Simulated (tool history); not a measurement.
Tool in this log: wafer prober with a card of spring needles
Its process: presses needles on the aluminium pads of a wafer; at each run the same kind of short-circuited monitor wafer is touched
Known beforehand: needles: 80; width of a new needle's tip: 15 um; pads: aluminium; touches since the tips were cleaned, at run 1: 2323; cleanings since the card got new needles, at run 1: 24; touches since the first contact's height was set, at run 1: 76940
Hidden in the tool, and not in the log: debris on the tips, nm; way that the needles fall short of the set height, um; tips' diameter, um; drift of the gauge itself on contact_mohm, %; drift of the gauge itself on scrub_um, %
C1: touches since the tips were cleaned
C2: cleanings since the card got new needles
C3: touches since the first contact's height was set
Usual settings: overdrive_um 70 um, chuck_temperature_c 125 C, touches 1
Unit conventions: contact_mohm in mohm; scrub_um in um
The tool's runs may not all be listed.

run 1 hour=0 | overdrive_um=70 chuck_temperature_c=125 touches=1 | C1=2323 C2=24 C3=76940 | contact_mohm=330 scrub_um=11.63
-- hour=1.5 tips cleaned on abrasive film
-- hour=7.5 tips cleaned on abrasive film
-- hour=13.1 tips cleaned on abrasive film
run 2 hour=15.9 | overdrive_um=70 chuck_temperature_c=34 touches=1 | C1=1464 C2=27 C3=85174 | contact_mohm=299 scrub_um=11.6
-- hour=19.5 tips cleaned on abrasive film
-- hour=26.1 tips cleaned on abrasive film
run 3 hour=26.2 | overdrive_um=70 chuck_temperature_c=34 touches=1 | C1=97 C2=29 C3=90558 | contact_mohm=275 scrub_um=11.6
-- hour=31.7 tips cleaned on abrasive film
-- hour=37.9 tips cleaned on abrasive film
-- hour=43.6 tips cleaned on abrasive film
run 4 hour=44.8 | overdrive_um=70 chuck_temperature_c=34 touches=1 | C1=651 C2=32 C3=100216 | contact_mohm=281 scrub_um=11.39
-- hour=49.3 tips cleaned on abrasive film
-- hour=55.1 tips cleaned on abrasive film
run 5 hour=57.7 | overdrive_um=70 chuck_temperature_c=125 touches=1 | C1=1336 C2=34 C3=106924 | contact_mohm=320 scrub_um=11.53
-- hour=61.8 tips cleaned on abrasive film
-- hour=67.3 tips cleaned on abrasive film
-- hour=73.4 tips cleaned on abrasive film
run 6 hour=73.4 | overdrive_um=70 chuck_temperature_c=125 touches=1 | C1=0 C2=37 C3=115071 | contact_mohm=295 scrub_um=11.39
-- hour=79.4 tips cleaned on abrasive film
run 7 hour=84 | overdrive_um=70 chuck_temperature_c=125 touches=1 | C1=2435 C2=38 C3=120641 | contact_mohm=337 scrub_um=11.41
-- hour=85.4 tips cleaned on abrasive film
-- hour=91.8 tips cleaned on abrasive film
run 8 hour=94.6 | overdrive_um=70 chuck_temperature_c=125 touches=1 | C1=1506 C2=40 C3=126159 | contact_mohm=318 scrub_um=11.32
-- hour=98.3 tips cleaned on abrasive film
run 9 hour=103.1 | overdrive_um=70 chuck_temperature_c=125 touches=1 | C1=2512 C2=41 C3=130586 | contact_mohm=334 scrub_um=11.36
-- hour=104.5 tips cleaned on abrasive film
-- hour=111.3 tips cleaned on abrasive film
-- hour=117.8 tips cleaned on abrasive film
run 10 hour=121.4 | overdrive_um=70 chuck_temperature_c=125 touches=1 | C1=1913 C2=44 C3=140104 | contact_mohm=335 scrub_um=11.29
-- hour=123.5 tips cleaned on abrasive film
-- hour=129.7 tips cleaned on abrasive film
run 11 hour=132.5 | overdrive_um=70 chuck_temperature_c=125 touches=1 | C1=1490 C2=46 C3=145904 | contact_mohm=325 scrub_um=11.14
-- hour=135.5 tips cleaned on abrasive film
-- hour=142.4 tips cleaned on abrasive film
run 12 hour=147.7 | overdrive_um=70 chuck_temperature_c=125 touches=1 | C1=2789 C2=48 C3=153808 | contact_mohm=342 scrub_um=11.33
-- hour=149.1 tips cleaned on abrasive film
-- hour=155.3 tips cleaned on abrasive film
-- hour=161.2 tips cleaned on abrasive film
-- hour=167.1 tips cleaned on abrasive film
run 13 hour=167.1 | overdrive_um=70 chuck_temperature_c=125 touches=1 | C1=0 C2=52 C3=163863 | contact_mohm=297 scrub_um=11.27
-- hour=172.8 tips cleaned on abrasive film
run 14 hour=177.9 | overdrive_um=70 chuck_temperature_c=125 touches=2 | C1=2671 C2=53 C3=169527 | contact_mohm=320 scrub_um=11.28
-- hour=179 tips cleaned on abrasive film
-- hour=185.1 tips cleaned on abrasive film
-- hour=191.6 tips cleaned on abrasive film
run 15 hour=195 | overdrive_um=70 chuck_temperature_c=125 touches=2 | C1=1796 C2=56 C3=178448 | contact_mohm=317 scrub_um=11.26
-- hour=197.3 tips cleaned on abrasive film
-- hour=203.5 tips cleaned on abrasive film
-- hour=209.8 tips cleaned on abrasive film
run 16 hour=213.6 | overdrive_um=70 chuck_temperature_c=125 touches=2 | C1=2010 C2=59 C3=188134 | contact_mohm=317 scrub_um=11.15
-- hour=216.3 tips cleaned on abrasive film
-- hour=222.8 tips cleaned on abrasive film
-- hour=229.7 tips cleaned on abrasive film
run 17 hour=232.1 | overdrive_um=86 chuck_temperature_c=125 touches=2 | C1=1300 C2=62 C3=197770 | contact_mohm=301 scrub_um=13.88
-- hour=235.9 tips cleaned on abrasive film
-- hour=241.6 tips cleaned on abrasive film
-- hour=247.7 tips cleaned on abrasive film
run 18 hour=250.2 | overdrive_um=86 chuck_temperature_c=125 touches=2 | C1=1308 C2=65 C3=207178 | contact_mohm=304 scrub_um=13.8
-- hour=253.7 tips cleaned on abrasive film
-- hour=259.9 tips cleaned on abrasive film
run 19 hour=263.4 | overdrive_um=70 chuck_temperature_c=54 touches=1 | C1=1817 C2=67 C3=214024 | contact_mohm=323 scrub_um=11
-- hour=266 tips cleaned on abrasive film
-- hour=270.1 height of the first contact set anew
-- hour=272.5 tips cleaned on abrasive film
run 20 hour=276.5 | overdrive_um=70 chuck_temperature_c=125 touches=2 | C1=2110 C2=69 C3=3366 | contact_mohm=317 scrub_um=12.01
-- hour=279.1 tips cleaned on abrasive film
-- hour=285.9 tips cleaned on abrasive film
run 21 hour=287.2 | overdrive_um=59 chuck_temperature_c=69 touches=3 | C1=645 C2=71 C3=8878 | contact_mohm=289 scrub_um=9.88
-- hour=291.6 tips cleaned on abrasive film
-- hour=298.4 tips cleaned on abrasive film
run 22 hour=302 | overdrive_um=51 chuck_temperature_c=28 touches=2 | C1=1890 C2=73 C3=16608 | contact_mohm=317 scrub_um=8.7
-- hour=304.1 tips cleaned on abrasive film
-- hour=309.7 tips cleaned on abrasive film
run 23 hour=311.6 | overdrive_um=51 chuck_temperature_c=67 touches=2 | C1=1002 C2=75 C3=21619 | contact_mohm=310 scrub_um=8.72
-- hour=315.3 tips cleaned on abrasive film
-- hour=321.8 tips cleaned on abrasive film
-- hour=328.3 tips cleaned on abrasive film
run 24 hour=329.5 | overdrive_um=51 chuck_temperature_c=67 touches=2 | C1=630 C2=78 C3=30914 | contact_mohm=301 scrub_um=8.61
-- hour=334.7 tips cleaned on abrasive film
-- hour=340.4 tips cleaned on abrasive film
run 25 hour=340.6 | overdrive_um=67 chuck_temperature_c=92 touches=2 | C1=133 C2=80 C3=36689 | contact_mohm=285 scrub_um=11.4
-- hour=346.9 tips cleaned on abrasive film
-- hour=352.7 tips cleaned on abrasive film
run 26 hour=357.6 | overdrive_um=70 chuck_temperature_c=125 touches=1 | C1=2602 C2=82 C3=45598 | contact_mohm=338 scrub_um=11.76
-- hour=359.1 tips cleaned on abrasive film
-- hour=365.3 tips cleaned on abrasive film
run 27 hour=368.4 | overdrive_um=72 chuck_temperature_c=29 touches=1 | C1=1672 C2=84 C3=51207 | contact_mohm=301 scrub_um=12.09
-- hour=371.1 tips cleaned on abrasive film
-- hour=376.8 tips cleaned on abrasive film
run 28 hour=378 | overdrive_um=72 chuck_temperature_c=125 touches=3 | C1=659 C2=86 C3=56182 | contact_mohm=296 scrub_um=12.03
-- hour=383.1 tips cleaned on abrasive film
-- hour=389.2 tips cleaned on abrasive film
run 29 hour=391.1 | overdrive_um=72 chuck_temperature_c=125 touches=3 | C1=990 C2=88 C3=62978 | contact_mohm=304 scrub_um=12

What if the next run were any one of these 4? Each begins from the tool's condition after run 29:
-- hour=396.1 tips cleaned on abrasive film
-- hour=402.3 tips cleaned on abrasive film
run A hour=402.3 | overdrive_um=86 chuck_temperature_c=63 touches=3 | C1=0 C2=90 C3=68828 | contact_mohm=? scrub_um=?
-- hour=396.1 tips cleaned on abrasive film
-- hour=402.3 tips cleaned on abrasive film
run B hour=402.3 | overdrive_um=66 chuck_temperature_c=114 touches=1 | C1=0 C2=90 C3=68828 | contact_mohm=? scrub_um=?
-- hour=396.1 tips cleaned on abrasive film
-- hour=402.3 tips cleaned on abrasive film
run C hour=402.3 | overdrive_um=65 chuck_temperature_c=79 touches=1 | C1=0 C2=90 C3=68828 | contact_mohm=? scrub_um=?
-- hour=396.1 tips cleaned on abrasive film
-- hour=402.3 tips cleaned on abrasive film
run D hour=402.3 | overdrive_um=68 chuck_temperature_c=60 touches=1 | C1=0 C2=90 C3=68828 | contact_mohm=? scrub_um=?

run=A contact_mohm=270 scrub_um=14.48
run=B contact_mohm=295 scrub_um=10.95
run=C contact_mohm=286 scrub_um=10.8
run=D contact_mohm=278 scrub_um=11.28
With no hidden state in the tool, these same runs would have given:
run=A contact_mohm=267 scrub_um=14.78
run=B contact_mohm=286 scrub_um=11.25
run=C contact_mohm=277 scrub_um=11.1
run=D contact_mohm=270 scrub_um=11.58

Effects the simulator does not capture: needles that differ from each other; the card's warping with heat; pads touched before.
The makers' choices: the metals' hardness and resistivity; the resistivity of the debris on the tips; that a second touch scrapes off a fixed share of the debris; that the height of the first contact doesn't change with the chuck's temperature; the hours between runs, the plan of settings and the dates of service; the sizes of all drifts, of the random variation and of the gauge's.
